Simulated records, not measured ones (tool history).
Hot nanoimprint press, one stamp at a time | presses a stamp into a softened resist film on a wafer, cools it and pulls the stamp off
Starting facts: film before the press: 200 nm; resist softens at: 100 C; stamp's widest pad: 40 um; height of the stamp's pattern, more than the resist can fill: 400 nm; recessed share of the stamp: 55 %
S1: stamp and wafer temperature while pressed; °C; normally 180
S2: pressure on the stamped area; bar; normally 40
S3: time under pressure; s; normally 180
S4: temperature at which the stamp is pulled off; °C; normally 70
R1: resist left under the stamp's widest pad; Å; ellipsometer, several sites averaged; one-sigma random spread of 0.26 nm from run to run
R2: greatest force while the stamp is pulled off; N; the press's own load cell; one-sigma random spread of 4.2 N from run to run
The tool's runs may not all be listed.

run 1 day=0 | S1=180 S2=40 S3=180 S4=70 | R1=1032 R2=202
run 2 day=1.458 | S1=180 S2=24.6 S3=180 S4=70 | R1=1231 R2=207
run 3 day=2.712 | S1=189 S2=40 S3=180 S4=70 | R1=826 R2=210
run 4 day=3.512 | S1=189 S2=40 S3=182 S4=70 | R1=820 R2=207
run 5 day=4.433 | S1=180 S2=40 S3=180 S4=70 | R1=1030 R2=207
run 6 day=5.467 | S1=180 S2=40 S3=180 S4=70 | R1=1037 R2=200
run 7 day=6.288 | S1=180 S2=40 S3=180 S4=70 | R1=1038 R2=198
run 8 day=7.725 | S1=180 S2=40 S3=180 S4=70 | R1=1037 R2=204
run 9 day=8.754 | S1=180 S2=40 S3=180 S4=70 | R1=1040 R2=203
run 10 day=9.979 | S1=180 S2=40 S3=180 S4=70 | R1=1038 R2=204
run 11 day=11 | S1=180 S2=40 S3=180 S4=70 | R1=1040 R2=204
run 12 day=12.458 | S1=180 S2=40 S3=180 S4=70 | R1=1040 R2=202
run 13 day=13.633 | S1=180 S2=40 S3=180 S4=70 | R1=1041 R2=206
run 14 day=14.617 | S1=180 S2=40 S3=180 S4=64 | R1=1044 R2=227
run 15 day=16.171 | S1=180 S2=40 S3=180 S4=64 | R1=1043 R2=227
run 16 day=17.421 | S1=186 S2=25.5 S3=128 S4=74 | R1=1198 R2=189
run 17 day=18.333 | S1=186 S2=25.5 S3=128 S4=74 | R1=1197 R2=187
run 18 day=19.008 | S1=186 S2=25.5 S3=128 S4=74 | R1=1198 R2=191
run 19 day=19.817 | S1=180 S2=40 S3=98 S4=70 | R1=1284 R2=203
run 20 day=21.283 | S1=180 S2=40 S3=98 S4=70 | R1=1283 R2=205
run 21 day=22.896 | S1=169 S2=27.3 S3=246 S4=70 | R1=1395 R2=200
run 22 day=24.425 | S1=169 S2=28.1 S3=292 S4=70 | R1=1319 R2=203
run 23 day=25.842 | S1=180 S2=24.6 S3=115 S4=70 | R1=1412 R2=203
run 24 day=27.033 | S1=180 S2=24.6 S3=115 S4=70 | R1=1413 R2=207
run 25 day=28.646 | S1=183 S2=59 S3=109 S4=73 | R1=1008 R2=189
run 26 day=29.629 | S1=181 S2=33.9 S3=283 S4=73 | R1=910 R2=187
run 27 day=30.988 | S1=185 S2=28.3 S3=229 S4=70 | R1=953 R2=205
run 28 day=32.304 | S1=185 S2=28.3 S3=229 S4=70 | R1=960 R2=201
run 29 day=34.208 | S1=185 S2=28.3 S3=229 S4=70 | R1=953 R2=197

Taken out of this log: 6 entries between the listed runs. Where each belongs, and how the hidden state differs across it:
From run 3 to run 4: plate thermocouple calibrated (day 3.112)
  true temperature over the reading, C: -0.03 -> 0; pressure that arrives at the usual setting, %: 99.96 -> 99.95; drift of the gauge itself on residual_nm, %: 0.16 -> 0.2
  measured less the result without the state, R1: +3 -> +2 Å
From run 10 to run 11: stamp cleaned and given a new release coat (day 10.708)
  grip of the stamp's worn release coat, % over a new coat's: 0.9 -> 0; drift of the gauge itself on residual_nm, %: 0.57 -> 0.62
  measured less the result without the state, R1: +6 -> +7 Å
From run 21 to run 22: plate thermocouple calibrated (day 23.121)
  true temperature over the reading, C: -0.03 -> 0; drift of the gauge itself on residual_nm, %: 1.31 -> 1.39
  measured less the result without the state, R1: +19 -> +19 Å
From run 25 to run 26: gauge calibrated (day 28.967)
  grip of the stamp's worn release coat, % over a new coat's: 0.8 -> 0.9; drift of the gauge itself on residual_nm, %: 1.64 -> 0.04
  measured less the result without the state, R1: +17 -> +1 Å
From run 27 to run 28: stamp cleaned and given a new release coat (day 31.921)
  pressure that arrives at the usual setting, %: 99.87 -> 99.86; grip of the stamp's worn release coat, % over a new coat's: 0.9 -> 0; drift of the gauge itself on residual_nm, %: 0.12 -> 0.18
  measured less the result without the state, R1: +2 -> +2 Å
From run 28 to run 29: press's hydraulic seals changed and the load cell set to zero (day 33.892)
  pressure that arrives at the usual setting, %: 99.86 -> 100.01; grip of the stamp's worn release coat, % over a new coat's: 0 -> 0.1; drift of the gauge itself on residual_nm, %: 0.18 -> 0.27
  measured less the result without the state, R1: +2 -> +3 Å

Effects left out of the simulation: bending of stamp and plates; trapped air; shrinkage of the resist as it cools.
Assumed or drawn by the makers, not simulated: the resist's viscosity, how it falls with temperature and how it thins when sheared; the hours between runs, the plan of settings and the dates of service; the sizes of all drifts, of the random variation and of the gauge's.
